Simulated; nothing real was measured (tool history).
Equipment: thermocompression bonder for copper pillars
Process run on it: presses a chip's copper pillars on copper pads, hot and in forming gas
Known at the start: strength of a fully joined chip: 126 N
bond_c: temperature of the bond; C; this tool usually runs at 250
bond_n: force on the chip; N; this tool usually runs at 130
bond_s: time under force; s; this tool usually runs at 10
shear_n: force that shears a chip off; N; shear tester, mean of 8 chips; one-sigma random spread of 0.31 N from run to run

{"run": 1, "hour": 0.0, "bond_c": 250, "bond_n": 130, "bond_s": 10, "shear_n": 83.8}
{"hour": 6.6, "done": "force cell calibrated"}
{"run": 2, "hour": 26.2, "bond_c": 250, "bond_n": 130, "bond_s": 10, "shear_n": 83.8}
{"run": 3, "hour": 44.8, "bond_c": 250, "bond_n": 130, "bond_s": 10, "shear_n": 83.6}
{"run": 4, "hour": 77.4, "bond_c": 250, "bond_n": 130, "bond_s": 10, "shear_n": 83.5}
{"run": 5, "hour": 106.4, "bond_c": 250, "bond_n": 130, "bond_s": 6, "shear_n": 72.8}
{"run": 6, "hour": 135.4, "bond_c": 250, "bond_n": 130, "bond_s": 10, "shear_n": 83.6}
{"run": 7, "hour": 165.4, "bond_c": 274, "bond_n": 130, "bond_s": 10, "shear_n": 101.7}
{"run": 8, "hour": 196.4, "bond_c": 258, "bond_n": 130, "bond_s": 10, "shear_n": 90.4}
{"run": 9, "hour": 224.7, "bond_c": 250, "bond_n": 130, "bond_s": 10, "shear_n": 84.0}
{"hour": 227.2, "done": "forming gas filter changed"}
{"run": 10, "hour": 245.8, "bond_c": 250, "bond_n": 130, "bond_s": 10, "shear_n": 84.6}
{"run": 11, "hour": 266.6, "bond_c": 250, "bond_n": 130, "bond_s": 13, "shear_n": 91.2}
{"run": 12, "hour": 283.0, "bond_c": 250, "bond_n": 130, "bond_s": 13, "shear_n": 90.2}
{"run": 13, "hour": 306.9, "bond_c": 254, "bond_n": 130, "bond_s": 10, "shear_n": 88.1}
{"run": 14, "hour": 333.6, "bond_c": 244, "bond_n": 130, "bond_s": 10, "shear_n": 80.1}
{"run": 15, "hour": 348.0, "bond_c": 244, "bond_n": 130, "bond_s": 10, "shear_n": 80.0}
{"run": 16, "hour": 366.6, "bond_c": 244, "bond_n": 130, "bond_s": 10, "shear_n": 79.9}
{"run": 17, "hour": 382.8, "bond_c": 244, "bond_n": 130, "bond_s": 10, "shear_n": 80.5}
{"run": 18, "hour": 397.9, "bond_c": 250, "bond_n": 130, "bond_s": 10, "shear_n": 85.4}
{"run": 19, "hour": 425.6, "bond_c": 224, "bond_n": 130, "bond_s": 10, "shear_n": 63.3}
{"run": 20, "hour": 450.5, "bond_c": 224, "bond_n": 130, "bond_s": 10, "shear_n": 63.7}
{"run": 21, "hour": 470.6, "bond_c": 224, "bond_n": 130, "bond_s": 10, "shear_n": 62.8}
{"run": 22, "hour": 497.6, "bond_c": 224, "bond_n": 130, "bond_s": 10, "shear_n": 63.6}
{"run": 23, "hour": 514.8, "bond_c": 263, "bond_n": 130, "bond_s": 7, "shear_n": 87.8}
{"run": 24, "hour": 535.3, "bond_c": 221, "bond_n": 165, "bond_s": 17, "shear_n": 82.2}
{"run": 25, "hour": 566.1, "bond_c": 221, "bond_n": 165, "bond_s": 17, "shear_n": 81.9}
{"run": 26, "hour": 597.0, "bond_c": 229, "bond_n": 89, "bond_s": 27, "shear_n": 76.9}
{"run": 27, "hour": 629.4, "bond_c": 229, "bond_n": 89, "bond_s": 27, "shear_n": 77.2}
{"run": 28, "hour": 650.3, "bond_c": 268, "bond_n": 130, "bond_s": 7, "shear_n": 91.1}
{"hour": 658.8, "done": "forming gas filter changed"}
{"run": 29, "hour": 672.4, "bond_c": 250, "bond_n": 158, "bond_s": 10, "shear_n": 93.0}
{"hour": 677.1, "done": "gauge calibrated"}
{"run": 30, "hour": 706.6, "bond_c": 259, "bond_n": 158, "bond_s": 16, "shear_n": 107.1}
{"run": 31, "hour": 735.9, "bond_c": 257, "bond_n": 158, "bond_s": 16, "shear_n": 106.1}
{"run": 32, "hour": 762.4, "bond_c": 273, "bond_n": 82, "bond_s": 7, "shear_n": 76.0}
{"run": 33, "hour": 776.7, "bond_c": 248, "bond_n": 188, "bond_s": 10, "shear_n": 96.0}
{"run": 34, "hour": 801.0, "bond_c": 250, "bond_n": 188, "bond_s": 10, "shear_n": 97.0}
{"run": 35, "hour": 822.2, "bond_c": 250, "bond_n": 188, "bond_s": 10, "shear_n": 97.4}

How would selected steps in shear_n from run to run divide? Give the signed amount a tool lacking its hidden state would still show from settings, what came in and random variation, and the signed amount left for the hidden state, including any gauge scatter that is not in both of the compared results.
What the log doesn't record here: true temperature of the bond over the reading, C; force that reaches the chip, % of what is set; oxide that the forming gas leaves, % of the face; drift of the gauge itself on shear_n, %.
Run 18 -> 19: bond_c 250 -> 224. shear_n -22.1 N: hidden state -0.4, all else -21.7.
Run 22 -> 23: bond_c 224 -> 263, bond_s 10 -> 7. shear_n +24.2 N: hidden state +0.6, all else +23.6.
Run 29 -> 30: bond_c 250 -> 259, bond_s 10 -> 16, gauge calibrated. shear_n +14.1 N: hidden state -2.5, all else +16.6.
Run 31 -> 32: bond_c 257 -> 273, bond_n 158 -> 82, bond_s 16 -> 7. shear_n -30.1 N: hidden state -0.1, all else -30.0.
